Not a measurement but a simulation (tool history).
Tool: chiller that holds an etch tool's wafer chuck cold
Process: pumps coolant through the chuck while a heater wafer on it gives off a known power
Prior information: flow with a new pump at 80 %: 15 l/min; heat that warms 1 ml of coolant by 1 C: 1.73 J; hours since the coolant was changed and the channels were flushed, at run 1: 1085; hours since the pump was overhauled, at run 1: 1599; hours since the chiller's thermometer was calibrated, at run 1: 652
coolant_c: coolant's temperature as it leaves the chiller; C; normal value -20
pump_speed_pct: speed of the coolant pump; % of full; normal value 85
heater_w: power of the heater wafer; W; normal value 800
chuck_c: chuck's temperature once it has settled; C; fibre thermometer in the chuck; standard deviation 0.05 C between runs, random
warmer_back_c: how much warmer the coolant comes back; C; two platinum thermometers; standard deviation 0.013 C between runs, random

run	day	coolant_c	pump_speed_pct	heater_w	hours since the coolant was changed and the channels were flushed	hours since the pump was overhauled	hours since the chiller's thermometer was calibrated	chuck_c	warmer_back_c
1	0	-20	85	800	1085	1599	652	-15.44	1.73
2	4.262	-20	85	800	1188	1702	754	-15.39	1.75
3	8.425	-20	85	800	1288	1802	854	-15.35	1.74
4	11.721	-20	85	800	1367	1881	933	-15.23	1.75
5	14.817	-20	85	800	1441	1955	1008	-15.27	1.76
6	18.488	-20	85	800	1529	2043	1096	-15.19	1.73
7	21.879	-20	85	800	1610	2125	1177	-15.31	1.73
8	24.717	-20	85	800	1679	2193	1245	-15.22	1.76
9	27.383	-20	83	800	1743	2257	1309	-15.17	1.78
10	30.579	-20	83	800	1819	2333	1386	-15.07	1.8
11	33.05	-20	83	800	1879	2393	1445	-15.13	1.79
12	34.867	-20	83	800	1922	2436	1489	-15.06	1.79
13	37.275	-20	83	800	1980	2494	1547	-15.04	1.78
14	40.342	-20	83	800	2054	2568	1620	-15.12	1.81
15	43.5	-20	83	800	2129	2643	1696	-15.06	1.8
16	45.558	-19	83	800	2179	2693	1745	-14.15	1.8
17	48.271	-13	69	800	2244	2758	1810	-7.36	2.09
18	50.325	-14	75	800	2293	2807	1860	-8.68	1.96
19	53.967	-25	85	1101	2381	2895	1947	-18.39	2.4
20	55.779	-25	85	1101	2424	2938	1991	-18.38	2.42
21	58.008	-20	68	458	2478	2992	2044	-16.54	1.25
22	61.55	-20	68	458	2563	3077	2129	-16.56	1.25
23	65.771	-29	83	540	2664	3178	2230	-25.58	1.21
24	68.246	-22	85	617	2723	3237	2290	-18.09	1.34
25	71.229	-22	85	617	2795	3309	2361	-18.19	1.34
26	73.842	-22	85	617	2858	3372	2424	-18.11	1.34
# day 74.829: gauge calibrated
27	77.075	-22	85	617	2935	3449	2502	-18.37	1.32
28	80.746	-13	85	617	3023	3537	2590	-9.3	1.33
29	83.379	-17	85	991	3086	3601	2653	-11.21	2.16
# day 86.25: chiller's thermometer calibrated
30	86.762	-17	90	962	3167	3681	12	-11.65	2.02
31	89.667	-17	83	679	3236	3750	82	-12.91	1.51

3 ways to go on from here, each from the tool as it stands after run 31. What would each give?
A	92.538	-14	82	610	3305	3819	151	?	?
B	92.538	-21	90	800	3305	3819	151	?	?
C	92.538	-20	85	1044	3305	3819	151	?	?

run	chuck_c	warmer_back_c
A	-10.33	1.38
B	-16.49	1.66
C	-13.89	2.25
What these runs would have given with no unlogged condition in the tool:
run	chuck_c	warmer_back_c
A	-10.41	1.38
B	-16.57	1.66
C	-13.97	2.25

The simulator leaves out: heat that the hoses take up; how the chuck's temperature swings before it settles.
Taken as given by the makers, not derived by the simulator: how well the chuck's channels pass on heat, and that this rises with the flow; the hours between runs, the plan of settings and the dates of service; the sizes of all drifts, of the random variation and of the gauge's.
